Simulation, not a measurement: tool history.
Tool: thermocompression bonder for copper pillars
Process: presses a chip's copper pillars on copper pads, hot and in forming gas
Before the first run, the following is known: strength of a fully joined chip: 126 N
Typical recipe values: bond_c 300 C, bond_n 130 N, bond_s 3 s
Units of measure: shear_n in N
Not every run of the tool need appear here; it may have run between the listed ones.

| run | hour | bond_c | bond_n | bond_s | shear_n |
|---|---|---|---|---|---|
| 1 | 0.0 | 300 | 130 | 3 | 94.0 |
| 2 | 11.7 | 298 | 130 | 3 | 92.9 |
| 3 | 29.1 | 300 | 130 | 3 | 92.8 |
| 4 | 42.4 | 300 | 130 | 3 | 92.3 |
| 5 | 55.4 | 300 | 130 | 4 | 101.6 |
| 6 | 68.7 | 300 | 184 | 3 | 108.8 |
| 7 | 79.6 | 276 | 95 | 3 | 54.9 |
| 8 | 87.5 | 315 | 130 | 3 | 102.8 |
| 9 | 103.9 | 315 | 130 | 3 | 102.9 |
| 10 | 115.4 | 306 | 130 | 2 | 88.6 |
| 11 | 128.0 | 287 | 111 | 2 | 65.7 |

Expected results for the next run?
| 12 | 143.1 | 287 | 111 | 2 | ? |

{"run 12": {"shear_n": 65.0}}
With the hidden condition absent and the run-to-run variation left alone, this run would have shown shear_n 65.2 N.
